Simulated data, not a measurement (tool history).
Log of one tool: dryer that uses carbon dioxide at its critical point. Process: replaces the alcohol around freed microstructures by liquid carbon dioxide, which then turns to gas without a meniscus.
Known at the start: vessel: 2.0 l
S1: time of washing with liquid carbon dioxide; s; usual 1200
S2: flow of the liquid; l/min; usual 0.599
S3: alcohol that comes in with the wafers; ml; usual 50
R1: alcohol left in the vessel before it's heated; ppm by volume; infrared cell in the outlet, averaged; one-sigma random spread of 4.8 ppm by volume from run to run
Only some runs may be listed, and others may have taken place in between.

run     day    S1     S2   S3    R1
  1   0.000  1200  0.599   50   232
  2   1.475  1200  0.599   50   239
  3   3.592  1200  0.599   50   250
      5.612  -- inlet filter changed
  4   6.017  1200  0.480   50   460
  5   8.642  1200  0.599   50   184
  6  11.129  1200  0.599   50   205
  7  12.688  1200  0.599   50   201
  8  14.358  1200  0.599   20   100
  9  16.262  1200  0.599  100   392
 10  18.096  1200  0.599   50   219
 11  20.017  1200  0.599   50   222
 12  22.700  1200  0.599   27   141
 13  23.992  1200  0.599   27   146
 14  27.000  1200  0.599   50   261
     28.779  -- inlet filter changed
 15  29.725  1200  0.433   50   696
 16  32.312  1200  0.433   50   713
 17  34.392  1200  0.433   50   729
 18  36.396  1200  0.433   50   754
 19  38.879  1200  0.599   50   217
 20  41.271   720  0.769   50   619
 21  43.608   720  0.769   50   635
 22  45.754  1140  0.476   50   724
 23  47.875   960  0.410   77  2979
 24  49.179   960  0.584   77  1003
 25  51.596  1200  0.441   54   915
     52.146  -- inlet filter changed
 26  54.021  1200  0.441   54   711
     55.633  -- purifier's bed changed
 27  56.279  1560  0.754   53     9
 28  59.071  1560  0.914   74     6
 29  60.342   780  0.507  118  3900
 30  63.362   780  0.526   56  1755
 31  65.150  1440  0.625   31    46
 32  66.508  1200  0.599   79   331

For run 33, what comes out?
 33  68.638  1740  0.599  50   ?

Logged for run 33: R1 34 ppm by volume.
With no hidden state in the tool, this same run would have given R1 19 ppm by volume.
